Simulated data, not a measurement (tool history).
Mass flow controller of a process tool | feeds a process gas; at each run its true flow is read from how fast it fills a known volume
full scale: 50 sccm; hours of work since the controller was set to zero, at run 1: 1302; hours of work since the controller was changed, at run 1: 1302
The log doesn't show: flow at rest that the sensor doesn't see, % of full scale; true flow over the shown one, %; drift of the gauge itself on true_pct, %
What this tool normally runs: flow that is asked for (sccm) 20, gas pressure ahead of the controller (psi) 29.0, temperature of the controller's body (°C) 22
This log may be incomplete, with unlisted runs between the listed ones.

run	hour	flow that is asked for (sccm)	gas pressure ahead of the controller (psi)	temperature of the controller's body (°C)	hours of work since the controller was set to zero	hours of work since the controller was changed	true flow (%)
1	0.0	20	29.0	22	1302	1302	99.08
2	94.7	20	29.0	22	1352	1352	99.07
3	220.7	20	29.0	22	1418	1418	99.17
4	392.9	20	29.0	22	1508	1508	99.12
5	493.4	20	29.0	22	1560	1560	99.09
6	571.9	20	36.3	22	1601	1601	99.50
7	718.8	20	21.9	22	1678	1678	99.07
8	883.5	20	21.9	22	1765	1765	98.95
# hour 900.1: controller's zero set anew
9	1042.2	20	29.0	22	74	1847	99.27
10	1131.2	20	29.0	22	121	1894	99.36
11	1204.2	20	29.0	22	159	1932	99.55
12	1302.7	20	29.0	22	211	1984	99.52
# hour 1446.6: controller's zero set anew, once more
13	1451.4	20	29.0	22	3	2061	98.50
14	1583.7	20	29.0	22	72	2131	98.42
15	1654.5	20	22.6	22	109	2168	98.20
16	1745.0	20	24.5	22	156	2215	98.27
17	1829.9	8	24.5	27	201	2260	98.68
18	1903.3	19	24.2	28	239	2298	98.85
19	1996.7	20	32.8	22	288	2347	98.69
20	2119.9	20	23.8	23	353	2411	98.53
21	2293.2	20	23.8	23	443	2502	98.41
22	2377.7	9	21.5	31	488	2546	99.15
23	2521.2	8	24.1	28	563	2622	98.96
24	2615.3	8	24.1	28	612	2671	98.88
25	2747.4	8	24.1	28	681	2740	98.93
26	2874.9	40	21.5	29	748	2807	99.35
27	2979.1	40	21.5	29	802	2861	99.21
28	3142.2	40	36.1	29	888	2947	99.70
29	3243.6	40	36.1	29	941	3000	99.72

5 options for the next run, each taken on its own from the tool as it stands now. Forecast them:
A	3336.0	40	34.4	23	989	3048	?
B	3336.0	40	21.0	35	989	3048	?
C	3336.0	9	39.5	29	989	3048	?
D	3336.0	22	31.9	38	989	3048	?
E	3336.0	22	29.0	22	989	3048	?

run	true flow (%)
A	99.26
B	99.76
C	99.66
D	99.98
E	98.63
With the hidden condition removed and each run's random variation left untouched, the same runs would have given:
run	true flow (%)
A	99.83
B	100.34
C	99.65
D	100.42
E	99.06

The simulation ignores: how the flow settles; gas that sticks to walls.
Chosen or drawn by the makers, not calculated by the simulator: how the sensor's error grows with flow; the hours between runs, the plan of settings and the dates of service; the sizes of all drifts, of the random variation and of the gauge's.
